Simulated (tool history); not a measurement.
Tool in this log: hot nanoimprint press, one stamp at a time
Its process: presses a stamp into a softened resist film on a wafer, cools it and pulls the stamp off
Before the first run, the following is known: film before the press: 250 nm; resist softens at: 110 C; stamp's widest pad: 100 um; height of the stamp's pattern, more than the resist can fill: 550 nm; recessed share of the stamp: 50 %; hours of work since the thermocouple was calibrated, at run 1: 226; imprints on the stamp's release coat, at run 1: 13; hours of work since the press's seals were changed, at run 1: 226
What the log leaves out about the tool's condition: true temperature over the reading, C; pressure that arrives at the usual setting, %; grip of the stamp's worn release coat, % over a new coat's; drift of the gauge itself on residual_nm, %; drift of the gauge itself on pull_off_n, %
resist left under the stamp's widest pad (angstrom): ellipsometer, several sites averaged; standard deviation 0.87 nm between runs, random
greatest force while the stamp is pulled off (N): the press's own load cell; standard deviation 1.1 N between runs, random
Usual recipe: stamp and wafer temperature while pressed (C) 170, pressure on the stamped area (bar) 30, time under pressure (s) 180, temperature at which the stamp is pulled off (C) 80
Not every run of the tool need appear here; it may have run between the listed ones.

run,hour,stamp and wafer temperature while pressed (C),pressure on the stamped area (bar),time under pressure (s),temperature at which the stamp is pulled off (C),hours of work since the thermocouple was calibrated,imprints on the stamp's release coat,hours of work since the press's seals were changed,resist left under the stamp's widest pad (angstrom),greatest force while the stamp is pulled off (N)
1,0,170,30,180,80,226,13,226,1249,115
2,78.3,170,30,180,80,263,147,263,1248,117
3,117.5,170,30,180,80,281,214,281,1267,117
4,161.3,170,30,180,80,301,288,301,1274,119
5,228.6,170,30,180,80,332,403,332,1282,123
6,275.7,170,30,180,80,354,483,354,1282,123
7,317.8,181,30,182,70,373,555,373,788,149
8,357.8,159,30,275,78,392,623,392,1786,131
9,441,159,30,275,78,430,765,430,1821,134
# hour 475.3: stamp cleaned and given a new release coat
10,535,170,30,180,73,471,102,471,1325,132
11,605.3,163,31.8,277,80,503,222,503,1525,121

Consider 5 possible next runs. They are alternatives, not a sequence: every one starts from the tool as it was left by run 11. What does each give?
A,666.3,166,30,276,88,531,326,531,?,?
B,666.3,180,29.2,180,84,531,326,531,?,?
C,666.3,163,31.1,245,74,531,326,531,?,?
D,666.3,177,34.1,177,80,531,326,531,?,?
E,666.3,163,42.3,116,72,531,326,531,?,?

run,resist left under the stamp's widest pad (angstrom),greatest force while the stamp is pulled off (N)
A,1367,106
B,866,115
C,1598,133
D,917,122
E,1734,139
Without the tool's hidden state the same runs would have given:
run,resist left under the stamp's widest pad (angstrom),greatest force while the stamp is pulled off (N)
A,1222,97
B,778,105
C,1441,123
D,820,112
E,1571,128

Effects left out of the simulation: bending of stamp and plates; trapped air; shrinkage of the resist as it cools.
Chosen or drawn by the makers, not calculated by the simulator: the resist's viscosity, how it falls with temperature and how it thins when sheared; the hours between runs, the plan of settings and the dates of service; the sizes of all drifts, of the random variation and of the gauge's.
